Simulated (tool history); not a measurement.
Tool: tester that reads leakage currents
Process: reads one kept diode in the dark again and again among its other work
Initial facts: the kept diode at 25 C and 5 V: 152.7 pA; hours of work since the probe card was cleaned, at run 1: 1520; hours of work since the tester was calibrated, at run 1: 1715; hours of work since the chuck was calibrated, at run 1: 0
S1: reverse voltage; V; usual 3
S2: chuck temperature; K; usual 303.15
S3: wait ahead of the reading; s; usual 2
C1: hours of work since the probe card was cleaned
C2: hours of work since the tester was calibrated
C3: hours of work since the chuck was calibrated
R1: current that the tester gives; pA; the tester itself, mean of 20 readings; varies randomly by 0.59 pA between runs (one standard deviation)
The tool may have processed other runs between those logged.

{"run": 1, "hour": 0.0, "S1": 3, "S2": 303.15, "S3": 2, "C1": 1520, "C2": 1715, "C3": 0, "R1": 201.83}
{"run": 2, "hour": 73.5, "S1": 3, "S2": 303.15, "S3": 2, "C1": 1564, "C2": 1760, "C3": 44, "R1": 201.62}
{"run": 3, "hour": 108.2, "S1": 3, "S2": 303.15, "S3": 2, "C1": 1585, "C2": 1780, "C3": 65, "R1": 200.88}
{"run": 4, "hour": 174.0, "S1": 3, "S2": 303.15, "S3": 2, "C1": 1624, "C2": 1820, "C3": 104, "R1": 198.63}
{"run": 5, "hour": 253.3, "S1": 3, "S2": 303.15, "S3": 2, "C1": 1672, "C2": 1867, "C3": 152, "R1": 200.36}
{"run": 6, "hour": 309.3, "S1": 3, "S2": 303.15, "S3": 2, "C1": 1705, "C2": 1901, "C3": 186, "R1": 199.1}
{"run": 7, "hour": 343.9, "S1": 3, "S2": 303.15, "S3": 2, "C1": 1726, "C2": 1922, "C3": 206, "R1": 199.69}
{"hour": 353.7, "done": "chuck's temperature calibrated"}
{"run": 8, "hour": 394.6, "S1": 3, "S2": 303.15, "S3": 2, "C1": 1755, "C2": 1951, "C3": 25, "R1": 195.73}
{"run": 9, "hour": 448.2, "S1": 3, "S2": 303.15, "S3": 2, "C1": 1788, "C2": 1983, "C3": 57, "R1": 196.11}
{"run": 10, "hour": 501.3, "S1": 3, "S2": 303.15, "S3": 2, "C1": 1819, "C2": 2015, "C3": 89, "R1": 196.61}
{"hour": 545.1, "done": "chuck's temperature calibrated, once more"}
{"run": 11, "hour": 554.0, "S1": 3, "S2": 303.15, "S3": 2, "C1": 1850, "C2": 2046, "C3": 5, "R1": 202.31}
{"run": 12, "hour": 616.9, "S1": 3, "S2": 303.15, "S3": 2, "C1": 1888, "C2": 2083, "C3": 43, "R1": 201.79}
{"run": 13, "hour": 653.6, "S1": 3, "S2": 303.15, "S3": 2, "C1": 1910, "C2": 2105, "C3": 65, "R1": 201.63}

Expected results for the next run?
{"run": 14, "hour": 694.6, "S1": 3, "S2": 303.15, "S3": 2, "C1": 1934, "C2": 2130, "C3": 90, "R1": "?"}

Run 14 gave R1 202.71 pA.
Without the tool's hidden state the same run would have given R1 198.1 pA.
